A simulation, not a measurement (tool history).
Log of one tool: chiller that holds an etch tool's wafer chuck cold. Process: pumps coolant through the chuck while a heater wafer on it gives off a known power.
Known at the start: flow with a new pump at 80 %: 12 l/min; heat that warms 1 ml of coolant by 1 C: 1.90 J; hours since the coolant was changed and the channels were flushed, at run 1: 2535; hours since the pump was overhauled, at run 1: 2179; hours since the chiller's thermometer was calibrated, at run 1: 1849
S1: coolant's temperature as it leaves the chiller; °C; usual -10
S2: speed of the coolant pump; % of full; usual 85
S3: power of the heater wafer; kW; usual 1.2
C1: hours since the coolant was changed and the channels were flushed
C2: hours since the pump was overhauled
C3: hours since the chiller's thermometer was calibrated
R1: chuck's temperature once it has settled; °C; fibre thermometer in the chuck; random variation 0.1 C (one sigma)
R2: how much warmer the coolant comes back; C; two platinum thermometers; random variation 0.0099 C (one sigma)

| run | day | S1 | S2 | S3 | C1 | C2 | C3 | R1 | R2 |
|---|---|---|---|---|---|---|---|---|---|
| 1 | 0 | -10 | 85 | 1.2 | 2535 | 2179 | 1849 | -1.6 | 2.986 |
| 2 | 8.008 | -10 | 85 | 1.2 | 2727 | 2371 | 2041 | -1.5 | 3.01 |
| 3 | 12.392 | -10 | 85 | 1.2 | 2832 | 2476 | 2146 | -1.4 | 2.995 |
| 4 | 18.233 | 0 | 85 | 1.2 | 2972 | 2616 | 2286 | 8.7 | 3.002 |
| 5 | 22.95 | -5 | 85 | 1.2 | 3085 | 2730 | 2400 | 3.6 | 3.025 |
| 6 | 27.542 | -5 | 85 | 0.705 | 3196 | 2840 | 2510 | 0.2 | 1.769 |
| 7 | 33.942 | -10 | 85 | 1.2 | 3349 | 2994 | 2663 | -1 | 3.025 |
| 8 | 42.871 | -10 | 85 | 1.2 | 3563 | 3208 | 2878 | -1.1 | 3.017 |
| 9 | 48.662 | -10 | 85 | 1.2 | 3702 | 3347 | 3017 | -1 | 3.024 |
| 10 | 53.888 | -10 | 85 | 1.2 | 3828 | 3472 | 3142 | -1 | 3.032 |
| 11 | 60.546 | -1 | 85 | 1.2 | 3988 | 3632 | 3302 | 8.1 | 3.034 |
| 12 | 64.825 | -1 | 85 | 1.2 | 4090 | 3735 | 3404 | 8.3 | 3.038 |
| 13 | 69.921 | -10 | 88 | 1.2 | 4213 | 3857 | 3527 | -0.9 | 2.948 |
| 14 | 75.15 | -5 | 88 | 1.2 | 4338 | 3983 | 3652 | 4.2 | 2.944 |
| 15 | 81.225 | -5 | 88 | 1.2 | 4484 | 4128 | 3798 | 4.2 | 2.936 |

Run 16 comes next. What will it give?
| 16 | 86.938 | -10 | 85 | 1.2 | 4621 | 4265 | 3935 | ? | ? |

R1: -0.5 °C
R2: 3.049 C
Without the tool's hidden state the same run would have given R1 -2.6 °C, R2 2.947 C.
